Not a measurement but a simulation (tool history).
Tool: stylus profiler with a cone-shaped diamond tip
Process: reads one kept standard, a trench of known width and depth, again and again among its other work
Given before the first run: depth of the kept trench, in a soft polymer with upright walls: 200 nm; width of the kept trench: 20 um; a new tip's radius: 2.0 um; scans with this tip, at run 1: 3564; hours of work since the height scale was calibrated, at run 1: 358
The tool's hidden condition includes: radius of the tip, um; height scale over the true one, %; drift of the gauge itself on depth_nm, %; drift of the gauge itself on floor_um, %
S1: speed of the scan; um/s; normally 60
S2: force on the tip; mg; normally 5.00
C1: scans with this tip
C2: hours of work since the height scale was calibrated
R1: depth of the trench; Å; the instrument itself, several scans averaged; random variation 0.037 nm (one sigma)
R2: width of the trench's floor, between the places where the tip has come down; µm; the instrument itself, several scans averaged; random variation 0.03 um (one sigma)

{"run": 1, "hour": 0.0, "S1": 60, "S2": 5.0, "C1": 3564, "C2": 358, "R1": 2022.0, "R2": 17.9}
{"run": 2, "hour": 27.5, "S1": 60, "S2": 5.0, "C1": 3703, "C2": 371, "R1": 2022.4, "R2": 17.93}
{"run": 3, "hour": 45.0, "S1": 60, "S2": 5.0, "C1": 3791, "C2": 380, "R1": 2022.7, "R2": 18.01}
{"run": 4, "hour": 65.4, "S1": 60, "S2": 5.0, "C1": 3895, "C2": 391, "R1": 2022.6, "R2": 17.93}
{"run": 5, "hour": 94.0, "S1": 60, "S2": 5.0, "C1": 4040, "C2": 405, "R1": 2022.5, "R2": 17.89}
{"run": 6, "hour": 122.4, "S1": 60, "S2": 5.0, "C1": 4183, "C2": 420, "R1": 2021.9, "R2": 17.93}
{"run": 7, "hour": 150.7, "S1": 43, "S2": 5.0, "C1": 4326, "C2": 434, "R1": 2022.0, "R2": 18.02}
{"run": 8, "hour": 177.9, "S1": 43, "S2": 5.0, "C1": 4464, "C2": 448, "R1": 2021.6, "R2": 17.95}
{"run": 9, "hour": 201.6, "S1": 60, "S2": 5.0, "C1": 4584, "C2": 460, "R1": 2022.1, "R2": 17.9}
{"run": 10, "hour": 215.9, "S1": 60, "S2": 11.8, "C1": 4656, "C2": 467, "R1": 2040.8, "R2": 17.95}
{"run": 11, "hour": 230.4, "S1": 60, "S2": 11.8, "C1": 4730, "C2": 475, "R1": 2040.0, "R2": 17.95}
{"run": 12, "hour": 254.9, "S1": 60, "S2": 11.8, "C1": 4854, "C2": 487, "R1": 2040.4, "R2": 17.91}
{"run": 13, "hour": 269.8, "S1": 60, "S2": 5.0, "C1": 4929, "C2": 495, "R1": 2022.2, "R2": 17.86}
{"run": 14, "hour": 295.2, "S1": 60, "S2": 5.0, "C1": 5057, "C2": 507, "R1": 2022.9, "R2": 17.94}
{"hour": 297.1, "done": "height scale calibrated on a step standard"}
{"run": 15, "hour": 314.7, "S1": 85, "S2": 5.0, "C1": 5154, "C2": 9, "R1": 2021.4, "R2": 17.83}
{"run": 16, "hour": 343.4, "S1": 85, "S2": 5.0, "C1": 5299, "C2": 24, "R1": 2022.0, "R2": 17.82}
{"run": 17, "hour": 364.2, "S1": 85, "S2": 5.0, "C1": 5404, "C2": 34, "R1": 2021.6, "R2": 17.85}
{"run": 18, "hour": 390.3, "S1": 60, "S2": 13.63, "C1": 5537, "C2": 47, "R1": 2043.7, "R2": 17.9}
{"run": 19, "hour": 415.9, "S1": 60, "S2": 5.0, "C1": 5666, "C2": 60, "R1": 2021.3, "R2": 17.84}
{"hour": 425.4, "done": "height scale calibrated on a step standard, once more"}
{"run": 20, "hour": 434.6, "S1": 60, "S2": 5.0, "C1": 5758, "C2": 5, "R1": 2023.2, "R2": 17.9}
{"run": 21, "hour": 457.5, "S1": 60, "S2": 5.0, "C1": 5874, "C2": 16, "R1": 2024.2, "R2": 17.78}
{"run": 22, "hour": 476.5, "S1": 60, "S2": 5.0, "C1": 5970, "C2": 26, "R1": 2023.7, "R2": 17.9}
{"run": 23, "hour": 494.7, "S1": 60, "S2": 5.0, "C1": 6062, "C2": 35, "R1": 2023.8, "R2": 17.85}
{"run": 24, "hour": 512.6, "S1": 60, "S2": 5.0, "C1": 6153, "C2": 44, "R1": 2023.4, "R2": 17.82}
{"run": 25, "hour": 540.4, "S1": 22, "S2": 4.16, "C1": 6293, "C2": 58, "R1": 2020.7, "R2": 17.84}
{"run": 26, "hour": 562.2, "S1": 22, "S2": 4.16, "C1": 6404, "C2": 69, "R1": 2021.2, "R2": 17.87}
{"run": 27, "hour": 580.6, "S1": 18, "S2": 14.66, "C1": 6497, "C2": 79, "R1": 2048.2, "R2": 17.88}
{"run": 28, "hour": 598.5, "S1": 18, "S2": 14.66, "C1": 6587, "C2": 88, "R1": 2047.7, "R2": 17.87}
{"run": 29, "hour": 625.7, "S1": 50, "S2": 3.89, "C1": 6725, "C2": 102, "R1": 2019.6, "R2": 17.85}
{"run": 30, "hour": 649.7, "S1": 50, "S2": 3.89, "C1": 6847, "C2": 114, "R1": 2019.8, "R2": 17.78}
{"run": 31, "hour": 678.3, "S1": 60, "S2": 5.82, "C1": 6992, "C2": 128, "R1": 2025.5, "R2": 17.8}
{"run": 32, "hour": 708.6, "S1": 60, "S2": 5.82, "C1": 7145, "C2": 144, "R1": 2025.5, "R2": 17.77}
{"run": 33, "hour": 726.7, "S1": 143, "S2": 14.16, "C1": 7236, "C2": 153, "R1": 2046.5, "R2": 17.76}
{"run": 34, "hour": 741.8, "S1": 143, "S2": 14.16, "C1": 7313, "C2": 161, "R1": 2047.1, "R2": 17.72}
{"run": 35, "hour": 770.2, "S1": 143, "S2": 14.16, "C1": 7457, "C2": 175, "R1": 2047.6, "R2": 17.73}
{"run": 36, "hour": 785.9, "S1": 60, "S2": 10.46, "C1": 7536, "C2": 183, "R1": 2038.5, "R2": 17.71}
{"run": 37, "hour": 809.0, "S1": 60, "S2": 10.46, "C1": 7653, "C2": 195, "R1": 2037.2, "R2": 17.8}
{"run": 38, "hour": 822.7, "S1": 25, "S2": 5.0, "C1": 7722, "C2": 202, "R1": 2022.3, "R2": 17.84}
{"run": 39, "hour": 844.6, "S1": 34, "S2": 4.82, "C1": 7833, "C2": 213, "R1": 2022.5, "R2": 17.71}
{"run": 40, "hour": 873.7, "S1": 34, "S2": 1.68, "C1": 7981, "C2": 228, "R1": 2010.6, "R2": 17.75}
{"run": 41, "hour": 890.7, "S1": 72, "S2": 2.2, "C1": 8067, "C2": 236, "R1": 2013.5, "R2": 17.75}
{"run": 42, "hour": 914.5, "S1": 72, "S2": 2.2, "C1": 8187, "C2": 248, "R1": 2012.6, "R2": 17.68}
{"run": 43, "hour": 940.8, "S1": 27, "S2": 9.27, "C1": 8320, "C2": 262, "R1": 2034.9, "R2": 17.81}
{"run": 44, "hour": 970.8, "S1": 27, "S2": 9.27, "C1": 8472, "C2": 277, "R1": 2035.2, "R2": 17.77}
{"run": 45, "hour": 997.4, "S1": 27, "S2": 9.27, "C1": 8607, "C2": 290, "R1": 2034.6, "R2": 17.8}
{"run": 46, "hour": 1016.2, "S1": 165, "S2": 2.51, "C1": 8702, "C2": 300, "R1": 2014.4, "R2": 17.44}
{"run": 47, "hour": 1032.8, "S1": 165, "S2": 2.51, "C1": 8786, "C2": 308, "R1": 2013.8, "R2": 17.48}

What differs in the tool's unlogged condition from the final listed run ahead of each entry between runs to the first listed run following it?
Run 14 -> run 15: height scale calibrated on a step standard (hour 297.1)
  radius of the tip, um: 2.65 -> 2.66; height scale over the true one, %: -0.075 -> -0.103
  measured less the result without the state, R1: -1.5 -> -2.1 Å; R2: -0.28 -> -0.28 µm
Run 19 -> run 20: height scale calibrated on a step standard, once more (hour 425.4)
  radius of the tip, um: 2.73 -> 2.74; height scale over the true one, %: -0.11 -> 0
  measured less the result without the state, R1: -2.2 -> +0.0 Å; R2: -0.30 -> -0.31 µm
